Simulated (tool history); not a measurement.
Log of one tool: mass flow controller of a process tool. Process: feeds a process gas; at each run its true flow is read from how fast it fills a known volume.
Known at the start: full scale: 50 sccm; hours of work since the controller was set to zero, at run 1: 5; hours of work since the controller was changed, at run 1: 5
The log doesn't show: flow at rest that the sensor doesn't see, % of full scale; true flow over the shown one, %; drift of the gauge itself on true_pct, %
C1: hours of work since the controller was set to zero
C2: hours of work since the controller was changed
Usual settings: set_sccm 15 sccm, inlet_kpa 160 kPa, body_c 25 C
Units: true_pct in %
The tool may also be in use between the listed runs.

Run 1, hour 0.0: usual settings; C1 5; C2 5. Result: true_pct 99.22 %.
Run 2, hour 139.9: usual settings; C1 90; C2 90. Result: true_pct 99.05 %.
Run 3, hour 224.0: usual settings; C1 142; C2 142. Result: true_pct 99.18 %.
Run 4, hour 384.4: usual settings; C1 239; C2 239. Result: true_pct 98.97 %.
Run 5, hour 523.6: usual settings but body_c 34 C; C1 324; C2 324. Result: true_pct 99.43 %.
Run 6, hour 644.2: usual settings but body_c 34 C; C1 398; C2 398. Result: true_pct 99.32 %.
Run 7, hour 786.1: usual settings but body_c 34 C; C1 485; C2 485. Result: true_pct 99.30 %.
Run 8, hour 860.6: usual settings but set_sccm 31 sccm; C1 530; C2 530. Result: true_pct 99.23 %.
Run 9, hour 943.7: usual settings but body_c 23 C; C1 581; C2 581. Result: true_pct 98.63 %.
Run 10, hour 1086.5: usual settings but body_c 23 C; C1 668; C2 668. Result: true_pct 98.59 %.
Run 11, hour 1195.6: usual settings but body_c 23 C; C1 734; C2 734. Result: true_pct 98.61 %.
Run 12, hour 1324.0: usual settings but body_c 23 C; C1 813; C2 813. Result: true_pct 98.60 %.
Run 13, hour 1439.7: usual settings but body_c 23 C; C1 883; C2 883. Result: true_pct 98.43 %.
Run 14, hour 1528.0: usual settings but body_c 23 C; C1 937; C2 937. Result: true_pct 98.39 %.
At hour 1536.6: controller's zero set anew.
Run 15, hour 1637.0: usual settings but set_sccm 5 sccm; C1 61; C2 1003. Result: true_pct 96.83 %.
Run 16, hour 1717.0: usual settings but set_sccm 5 sccm; C1 110; C2 1052. Result: true_pct 96.78 %.
Run 17, hour 1887.2: usual settings but set_sccm 23 sccm; C1 214; C2 1156. Result: true_pct 98.48 %.
Run 18, hour 1987.7: usual settings but set_sccm 23 sccm; C1 275; C2 1217. Result: true_pct 98.44 %.
At hour 2064.6: controller's zero set anew, once more.
Run 19, hour 2114.7: usual settings but set_sccm 23 sccm; C1 31; C2 1295. Result: true_pct 98.94 %.
Run 20, hour 2277.8: usual settings but set_sccm 23 sccm, body_c 33 C; C1 130; C2 1394. Result: true_pct 99.37 %.
Run 21, hour 2420.5: usual settings but set_sccm 23 sccm, body_c 33 C; C1 217; C2 1481. Result: true_pct 99.26 %.
Run 22, hour 2500.6: usual settings but set_sccm 23 sccm, body_c 33 C; C1 266; C2 1530. Result: true_pct 99.19 %.
Run 23, hour 2589.3: usual settings but set_sccm 23 sccm, body_c 33 C; C1 320; C2 1584. Result: true_pct 99.21 %.
Run 24, hour 2684.7: usual settings but set_sccm 23 sccm, body_c 33 C; C1 378; C2 1642. Result: true_pct 99.05 %.
Run 25, hour 2781.7: usual settings but set_sccm 21 sccm, inlet_kpa 142 kPa, body_c 22 C; C1 438; C2 1702. Result: true_pct 98.23 %.
Run 26, hour 2894.6: usual settings but set_sccm 6 sccm, inlet_kpa 191 kPa, body_c 37 C; C1 506; C2 1770. Result: true_pct 98.89 %.
Run 27, hour 3016.7: usual settings but set_sccm 12 sccm, inlet_kpa 170 kPa, body_c 26 C; C1 581; C2 1845. Result: true_pct 98.62 %.
Run 28, hour 3126.5: usual settings but inlet_kpa 169 kPa; C1 648; C2 1912. Result: true_pct 98.48 %.
Run 29, hour 3257.8: usual settings but set_sccm 11 sccm, inlet_kpa 152 kPa, body_c 21 C; C1 728; C2 1992. Result: true_pct 97.89 %.
Run 30, hour 3374.6: usual settings but set_sccm 11 sccm, inlet_kpa 152 kPa, body_c 21 C; C1 799; C2 2063. Result: true_pct 97.93 %.
Run 31, hour 3467.0: usual settings but set_sccm 11 sccm, inlet_kpa 152 kPa, body_c 21 C; C1 856; C2 2120. Result: true_pct 97.81 %.
Run 32, hour 3535.7: usual settings but set_sccm 11 sccm, inlet_kpa 152 kPa, body_c 21 C; C1 898; C2 2162. Result: true_pct 97.79 %.
Run 33, hour 3643.5: usual settings but set_sccm 11 sccm, inlet_kpa 152 kPa, body_c 21 C; C1 963; C2 2227. Result: true_pct 97.61 %.
Run 34, hour 3766.9: usual settings but set_sccm 39 sccm, inlet_kpa 146 kPa, body_c 27 C; C1 1039; C2 2303. Result: true_pct 98.76 %.
Run 35, hour 3884.4: usual settings but set_sccm 42 sccm, inlet_kpa 147 kPa, body_c 23 C; C1 1110; C2 2374. Result: true_pct 98.57 %.
Run 36, hour 4048.6: usual settings but inlet_kpa 156 kPa, body_c 26 C; C1 1211; C2 2474. Result: true_pct 98.11 %.
Run 37, hour 4132.7: usual settings but inlet_kpa 278 kPa; C1 1262; C2 2526. Result: true_pct 98.70 %.
Run 38, hour 4289.2: usual settings but inlet_kpa 278 kPa; C1 1357; C2 2621. Result: true_pct 98.82 %.
Run 39, hour 4434.9: usual settings but inlet_kpa 169 kPa, body_c 24 C; C1 1446; C2 2710. Result: true_pct 97.79 %.
Run 40, hour 4530.7: usual settings but set_sccm 13 sccm, inlet_kpa 197 kPa, body_c 26 C; C1 1505; C2 2769. Result: true_pct 97.99 %.
Run 41, hour 4688.7: usual settings but set_sccm 5 sccm, inlet_kpa 198 kPa, body_c 21 C; C1 1601; C2 2865. Result: true_pct 96.71 %.
Run 42, hour 4812.5: usual settings but set_sccm 10 sccm, inlet_kpa 162 kPa, body_c 30 C; C1 1677; C2 2941. Result: true_pct 97.65 %.
Run 43, hour 4904.4: usual settings but set_sccm 38 sccm, inlet_kpa 164 kPa; C1 1733; C2 2997. Result: true_pct 98.48 %.

Forecast each of these 3 alternatives for the next run:
Run A, hour 5009.0: usual settings but set_sccm 42 sccm; C1 1796; C2 3060. Result: true_pct ?.
Run B, hour 5009.0: usual settings but set_sccm 35 sccm, inlet_kpa 199 kPa, body_c 28 C; C1 1796; C2 3060. Result: true_pct ?.
Run C, hour 5009.0: usual settings but inlet_kpa 269 kPa; C1 1796; C2 3060. Result: true_pct ?.

run  true_pct
  A     98.38
  B     98.54
  C     98.24
Without the tool's hidden state the same runs would have given:
run  true_pct
  A     99.52
  B     99.72
  C     99.72
